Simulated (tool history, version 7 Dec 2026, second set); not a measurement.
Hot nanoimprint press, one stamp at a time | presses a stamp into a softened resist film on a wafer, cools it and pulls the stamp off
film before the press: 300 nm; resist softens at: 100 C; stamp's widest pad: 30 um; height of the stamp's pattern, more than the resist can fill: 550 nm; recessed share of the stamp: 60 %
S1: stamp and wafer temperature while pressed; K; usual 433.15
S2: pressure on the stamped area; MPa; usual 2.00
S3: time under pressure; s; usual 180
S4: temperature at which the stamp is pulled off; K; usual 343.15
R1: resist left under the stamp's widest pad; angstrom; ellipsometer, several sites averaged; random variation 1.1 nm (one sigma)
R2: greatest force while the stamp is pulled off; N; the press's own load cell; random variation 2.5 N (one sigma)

{"run": 1, "hour": 0.0, "S1": 433.15, "S2": 2.0, "S3": 180, "S4": 343.15, "R1": 1778, "R2": 173}
{"hour": 20.2, "done": "stamp cleaned and given a new release coat"}
{"run": 2, "hour": 25.6, "S1": 433.15, "S2": 2.0, "S3": 180, "S4": 343.15, "R1": 1779, "R2": 110}
{"run": 3, "hour": 54.7, "S1": 433.15, "S2": 2.0, "S3": 180, "S4": 330.15, "R1": 1771, "R2": 134}
{"run": 4, "hour": 92.1, "S1": 433.15, "S2": 2.0, "S3": 180, "S4": 343.15, "R1": 1785, "R2": 118}
{"run": 5, "hour": 114.5, "S1": 433.15, "S2": 2.0, "S3": 180, "S4": 343.15, "R1": 1797, "R2": 124}
{"run": 6, "hour": 135.7, "S1": 433.15, "S2": 2.0, "S3": 180, "S4": 343.15, "R1": 1788, "R2": 125}
{"run": 7, "hour": 173.0, "S1": 433.15, "S2": 2.0, "S3": 180, "S4": 343.15, "R1": 1774, "R2": 129}
{"run": 8, "hour": 195.3, "S1": 433.15, "S2": 2.0, "S3": 180, "S4": 343.15, "R1": 1826, "R2": 131}
{"run": 9, "hour": 211.6, "S1": 433.15, "S2": 2.0, "S3": 180, "S4": 343.15, "R1": 1793, "R2": 130}
{"run": 10, "hour": 230.4, "S1": 433.15, "S2": 2.0, "S3": 180, "S4": 343.15, "R1": 1820, "R2": 131}
{"run": 11, "hour": 259.8, "S1": 444.15, "S2": 2.0, "S3": 180, "S4": 343.15, "R1": 1007, "R2": 133}
{"run": 12, "hour": 291.0, "S1": 444.15, "S2": 2.0, "S3": 180, "S4": 345.15, "R1": 1003, "R2": 131}
{"run": 13, "hour": 326.0, "S1": 444.15, "S2": 2.0, "S3": 180, "S4": 345.15, "R1": 1003, "R2": 137}
{"run": 14, "hour": 362.5, "S1": 444.15, "S2": 2.0, "S3": 180, "S4": 345.15, "R1": 1005, "R2": 142}
{"run": 15, "hour": 380.5, "S1": 444.15, "S2": 2.0, "S3": 180, "S4": 345.15, "R1": 1016, "R2": 141}
{"run": 16, "hour": 412.1, "S1": 444.15, "S2": 2.0, "S3": 180, "S4": 345.15, "R1": 1010, "R2": 144}
{"run": 17, "hour": 429.1, "S1": 429.15, "S2": 2.97, "S3": 253, "S4": 335.15, "R1": 1749, "R2": 160}
{"run": 18, "hour": 460.1, "S1": 428.15, "S2": 2.94, "S3": 280, "S4": 343.15, "R1": 1821, "R2": 154}
{"run": 19, "hour": 483.9, "S1": 428.15, "S2": 2.17, "S3": 280, "S4": 330.15, "R1": 2039, "R2": 174}
{"run": 20, "hour": 500.8, "S1": 428.15, "S2": 2.17, "S3": 280, "S4": 330.15, "R1": 2032, "R2": 179}
{"run": 21, "hour": 523.0, "S1": 428.15, "S2": 2.17, "S3": 280, "S4": 330.15, "R1": 2059, "R2": 178}
{"run": 22, "hour": 547.2, "S1": 428.15, "S2": 2.17, "S3": 280, "S4": 330.15, "R1": 2016, "R2": 184}
{"run": 23, "hour": 573.9, "S1": 428.15, "S2": 2.17, "S3": 280, "S4": 330.15, "R1": 2038, "R2": 187}
{"run": 24, "hour": 609.0, "S1": 428.15, "S2": 1.8, "S3": 113, "S4": 344.15, "R1": 2567, "R2": 160}
{"run": 25, "hour": 637.3, "S1": 433.15, "S2": 1.72, "S3": 102, "S4": 343.15, "R1": 2292, "R2": 173}
{"run": 26, "hour": 670.8, "S1": 428.15, "S2": 2.0, "S3": 180, "S4": 343.15, "R1": 2347, "R2": 183}
{"run": 27, "hour": 696.9, "S1": 428.15, "S2": 2.0, "S3": 180, "S4": 343.15, "R1": 2347, "R2": 170}
{"run": 28, "hour": 717.1, "S1": 433.15, "S2": 2.0, "S3": 236, "S4": 337.15, "R1": 1785, "R2": 188}
{"run": 29, "hour": 750.9, "S1": 424.15, "S2": 2.0, "S3": 180, "S4": 343.15, "R1": 2604, "R2": 178}

3 ways to go on from here, each from the tool as it stands after run 29. What would each give?
{"hour": 756.2, "done": "plate thermocouple calibrated"}
{"hour": 782.2, "done": "stamp cleaned and given a new release coat"}
{"run": "A", "hour": 794.6, "S1": 433.15, "S2": 2.0, "S3": 180, "S4": 341.15, "R1": "?", "R2": "?"}
{"hour": 756.2, "done": "plate thermocouple calibrated"}
{"hour": 782.2, "done": "stamp cleaned and given a new release coat"}
{"run": "B", "hour": 794.6, "S1": 441.15, "S2": 2.0, "S3": 114, "S4": 343.15, "R1": "?", "R2": "?"}
{"hour": 756.2, "done": "plate thermocouple calibrated"}
{"hour": 782.2, "done": "stamp cleaned and given a new release coat"}
{"run": "C", "hour": 794.6, "S1": 433.15, "S2": 2.08, "S3": 131, "S4": 344.15, "R1": "?", "R2": "?"}

run=A R1=1773 R2=113
run=B R1=1351 R2=113
run=C R1=1929 R2=113
Without the tool's hidden state the same runs would have given:
run=A R1=1716 R2=112
run=B R1=1303 R2=111
run=C R1=1871 R2=112

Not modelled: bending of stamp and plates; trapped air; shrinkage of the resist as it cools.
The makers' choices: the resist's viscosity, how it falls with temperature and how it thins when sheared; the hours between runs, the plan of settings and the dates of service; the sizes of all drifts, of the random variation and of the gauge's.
